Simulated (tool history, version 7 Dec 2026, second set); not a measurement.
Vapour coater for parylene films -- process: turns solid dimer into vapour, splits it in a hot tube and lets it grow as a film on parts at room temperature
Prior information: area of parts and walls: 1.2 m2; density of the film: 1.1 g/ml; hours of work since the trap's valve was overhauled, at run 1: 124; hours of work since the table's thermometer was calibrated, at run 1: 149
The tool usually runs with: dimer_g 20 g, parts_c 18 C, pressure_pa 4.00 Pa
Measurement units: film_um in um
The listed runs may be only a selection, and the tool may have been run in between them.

run,hour,dimer_g,parts_c,pressure_pa,hours of work since the trap's valve was overhauled,hours of work since the table's thermometer was calibrated,film_um
1,0.0,20,18,4.00,124,149,12.06
2,7.5,20,18,11.52,130,154,10.93
3,14.9,20,18,11.52,135,160,10.80
4,27.9,9,18,11.52,145,169,4.86
5,41.4,9,18,11.52,155,179,4.84
6,50.0,9,18,11.52,161,186,4.85
7,58.3,20,18,4.00,167,192,11.93
8,67.6,20,18,4.00,174,199,12.04
9,79.7,20,18,4.00,183,208,12.14
10,93.4,20,18,4.00,193,218,12.01
11,100.2,20,18,4.00,198,223,11.99
12,114.8,20,25,4.00,209,233,10.32
13,121.7,20,18,4.00,214,239,12.02
14,135.9,20,18,3.92,225,249,11.94
15,147.0,20,18,3.92,233,257,12.00
16,155.6,18,18,4.00,239,264,10.89
17,169.9,18,17,4.00,250,274,11.06
18,180.7,18,13,4.00,258,282,11.92
19,188.9,18,18,4.00,264,288,10.79
20,199.2,18,18,4.00,271,296,10.75
21,206.3,18,18,10.58,276,301,9.56
22,216.6,20,18,4.00,284,309,11.96
23,224.1,20,18,4.00,290,314,11.86
24,235.5,12,18,2.81,298,323,7.44
25,247.8,12,18,2.81,307,332,7.36
26,257.1,16,21,3.50,314,338,8.90
27,269.0,16,21,3.50,323,347,8.93
28,284.1,26,18,2.15,334,358,16.37
29,296.9,26,18,2.15,343,368,16.53
30,306.5,26,11,2.15,350,375,18.39
31,313.1,20,13,5.21,355,380,12.83
32,326.4,31,13,3.17,365,390,20.99
33,334.4,31,13,3.17,371,396,20.75
34,346.6,31,19,2.77,380,405,18.55
35,354.8,15,27,10.64,386,411,6.37
36,365.4,20,18,6.24,394,418,11.35
37,377.8,20,18,6.24,403,428,11.07
38,385.0,20,18,6.24,408,433,11.15
39,392.5,10,18,2.60,414,438,6.16
40,406.9,26,18,4.00,424,449,15.18
41,414.0,26,12,9.43,430,454,15.86
42,424.8,17,28,4.00,438,462,7.83
43,439.5,17,28,4.00,448,473,7.81
44,448.4,17,28,4.00,455,480,7.84
45,461.1,20,18,9.25,464,489,10.60
46,468.5,20,18,4.07,470,494,11.58

4 options for the next run, each taken on its own from the tool as it stands now. Forecast them:
A,483.8,30,24,2.19,481,506,?
B,483.8,20,18,3.15,481,506,?
C,483.8,8,18,4.07,481,506,?
D,483.8,16,18,3.62,481,506,?

run,film_um
A,16.23
B,12.09
C,4.65
D,9.42
With no hidden state in the tool, these same runs would have given:
run,film_um
A,17.20
B,12.82
C,4.93
D,9.99

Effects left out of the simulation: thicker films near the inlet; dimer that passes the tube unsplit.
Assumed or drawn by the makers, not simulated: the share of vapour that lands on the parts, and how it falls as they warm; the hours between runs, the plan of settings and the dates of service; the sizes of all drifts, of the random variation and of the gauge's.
